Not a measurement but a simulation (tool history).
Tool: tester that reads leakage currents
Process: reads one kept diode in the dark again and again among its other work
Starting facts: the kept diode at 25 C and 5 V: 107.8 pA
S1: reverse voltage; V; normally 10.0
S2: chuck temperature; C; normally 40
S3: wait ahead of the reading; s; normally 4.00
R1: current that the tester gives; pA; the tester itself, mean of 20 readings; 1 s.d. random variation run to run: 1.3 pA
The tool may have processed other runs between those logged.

run 1 hour=0.0 | S1=10.0 S2=40 S3=4.00 | R1=424.05
run 2 hour=42.2 | S1=10.0 S2=40 S3=4.00 | R1=425.91
run 3 hour=122.5 | S1=10.0 S2=40 S3=4.00 | R1=423.74
run 4 hour=170.3 | S1=6.6 S2=40 S3=4.00 | R1=367.54
run 5 hour=231.1 | S1=10.0 S2=40 S3=4.00 | R1=422.55
run 6 hour=283.6 | S1=10.0 S2=40 S3=4.00 | R1=424.00
run 7 hour=351.7 | S1=10.0 S2=59 S3=4.00 | R1=1567.97
run 8 hour=392.4 | S1=10.0 S2=40 S3=4.00 | R1=422.85
run 9 hour=476.3 | S1=10.0 S2=37 S3=4.00 | R1=341.31
-- hour=492.0 probe card cleaned and baked
run 10 hour=523.0 | S1=18.3 S2=40 S3=4.00 | R1=506.28
run 11 hour=596.9 | S1=10.0 S2=40 S3=4.00 | R1=413.06
run 12 hour=637.5 | S1=14.7 S2=35 S3=7.91 | R1=321.39
run 13 hour=724.5 | S1=1.3 S2=40 S3=3.62 | R1=211.42
run 14 hour=773.4 | S1=19.6 S2=45 S3=2.38 | R1=742.65
run 15 hour=813.7 | S1=19.6 S2=45 S3=2.38 | R1=746.10
run 16 hour=876.2 | S1=10.0 S2=40 S3=0.47 | R1=414.19
run 17 hour=953.0 | S1=10.0 S2=40 S3=0.47 | R1=413.23
run 18 hour=1014.3 | S1=4.8 S2=40 S3=0.98 | R1=322.86
-- hour=1028.0 chuck's temperature calibrated
run 19 hour=1065.9 | S1=4.8 S2=40 S3=0.98 | R1=350.45
run 20 hour=1151.6 | S1=1.3 S2=29 S3=3.04 | R1=98.34
run 21 hour=1214.0 | S1=1.7 S2=40 S3=4.00 | R1=247.26
run 22 hour=1275.9 | S1=1.7 S2=40 S3=0.93 | R1=246.82

5 ways to go on from here, each from the tool as it stands after run 22. What would each give?
run A hour=1360.1 | S1=10.0 S2=40 S3=0.67 | R1=?
run B hour=1360.1 | S1=5.9 S2=28 S3=0.85 | R1=?
run C hour=1360.1 | S1=2.0 S2=29 S3=0.48 | R1=?
run D hour=1360.1 | S1=3.4 S2=38 S3=0.55 | R1=?
run E hour=1360.1 | S1=5.9 S2=46 S3=4.00 | R1=?

run=A R1=445.77
run=B R1=151.16
run=C R1=113.21
run=D R1=267.58
run=E R1=573.61
With the hidden condition removed and each run's random variation left untouched, the same runs would have given:
run=A R1=435.19
run=B R1=146.67
run=C R1=110.76
run=D R1=262.23
run=E R1=562.54

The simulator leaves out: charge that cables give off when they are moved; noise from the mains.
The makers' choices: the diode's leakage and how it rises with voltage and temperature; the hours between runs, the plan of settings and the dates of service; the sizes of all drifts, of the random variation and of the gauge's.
